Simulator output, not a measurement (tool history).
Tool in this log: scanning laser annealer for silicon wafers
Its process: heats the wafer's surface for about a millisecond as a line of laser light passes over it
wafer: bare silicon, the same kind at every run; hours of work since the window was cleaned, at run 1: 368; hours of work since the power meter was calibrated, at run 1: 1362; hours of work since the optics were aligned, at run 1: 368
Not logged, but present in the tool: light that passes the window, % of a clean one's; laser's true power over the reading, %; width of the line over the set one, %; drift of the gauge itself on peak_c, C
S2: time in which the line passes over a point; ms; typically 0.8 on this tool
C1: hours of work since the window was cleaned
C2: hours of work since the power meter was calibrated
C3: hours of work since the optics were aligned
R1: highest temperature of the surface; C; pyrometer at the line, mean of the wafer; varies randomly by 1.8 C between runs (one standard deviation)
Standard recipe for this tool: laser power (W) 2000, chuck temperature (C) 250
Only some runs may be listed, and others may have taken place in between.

{"run": 1, "day": 0.0, "laser power (W)": 2000, "S2": 0.8, "chuck temperature (C)": 250, "C1": 368, "C2": 1362, "C3": 368, "R1": 950}
{"run": 2, "day": 2.496, "laser power (W)": 2000, "S2": 0.8, "chuck temperature (C)": 247, "C1": 407, "C2": 1400, "C3": 407, "R1": 944}
{"run": 3, "day": 4.329, "laser power (W)": 2000, "S2": 0.8, "chuck temperature (C)": 247, "C1": 435, "C2": 1428, "C3": 435, "R1": 942}
{"run": 4, "day": 6.067, "laser power (W)": 2000, "S2": 0.8, "chuck temperature (C)": 247, "C1": 461, "C2": 1455, "C3": 461, "R1": 942}
{"run": 5, "day": 9.042, "laser power (W)": 2000, "S2": 0.8, "chuck temperature (C)": 247, "C1": 506, "C2": 1500, "C3": 506, "R1": 940}
{"day": 11.783, "done": "window over the wafer cleaned"}
{"run": 6, "day": 12.25, "laser power (W)": 2000, "S2": 0.8, "chuck temperature (C)": 247, "C1": 7, "C2": 1548, "C3": 554, "R1": 959}
{"run": 7, "day": 15.146, "laser power (W)": 2000, "S2": 0.8, "chuck temperature (C)": 250, "C1": 51, "C2": 1592, "C3": 598, "R1": 964}
{"run": 8, "day": 18.1, "laser power (W)": 2000, "S2": 0.8, "chuck temperature (C)": 254, "C1": 96, "C2": 1637, "C3": 643, "R1": 962}
{"run": 9, "day": 20.192, "laser power (W)": 1715, "S2": 0.8, "chuck temperature (C)": 250, "C1": 128, "C2": 1669, "C3": 675, "R1": 857}
{"run": 10, "day": 22.179, "laser power (W)": 1715, "S2": 0.8, "chuck temperature (C)": 250, "C1": 159, "C2": 1700, "C3": 706, "R1": 855}
{"run": 11, "day": 23.85, "laser power (W)": 2115, "S2": 0.603, "chuck temperature (C)": 272, "C1": 184, "C2": 1725, "C3": 731, "R1": 933}
{"run": 12, "day": 26.367, "laser power (W)": 1904, "S2": 0.8, "chuck temperature (C)": 250, "C1": 223, "C2": 1763, "C3": 770, "R1": 921}
{"run": 13, "day": 29.5, "laser power (W)": 1904, "S2": 0.8, "chuck temperature (C)": 250, "C1": 270, "C2": 1811, "C3": 817, "R1": 919}
{"run": 14, "day": 32.3, "laser power (W)": 1904, "S2": 0.8, "chuck temperature (C)": 250, "C1": 313, "C2": 1854, "C3": 860, "R1": 916}
{"run": 15, "day": 34.704, "laser power (W)": 2070, "S2": 0.582, "chuck temperature (C)": 277, "C1": 350, "C2": 1891, "C3": 897, "R1": 901}
{"run": 16, "day": 37.95, "laser power (W)": 2000, "S2": 0.672, "chuck temperature (C)": 256, "C1": 399, "C2": 1940, "C3": 946, "R1": 903}

Entry by entry between the runs, the difference in hidden state between the last listed run before and the first listed run after:
Between runs 5 and 6: window over the wafer cleaned (day 11.783)
  light that passes the window, % of a clean one's: 96.86 -> 99.89; laser's true power over the reading, %: 0.64 -> 0.66; width of the line over the set one, %: 1.27 -> 1.39
  the result without the hidden state subtracted from the measured one, R1: -23 -> -2 C

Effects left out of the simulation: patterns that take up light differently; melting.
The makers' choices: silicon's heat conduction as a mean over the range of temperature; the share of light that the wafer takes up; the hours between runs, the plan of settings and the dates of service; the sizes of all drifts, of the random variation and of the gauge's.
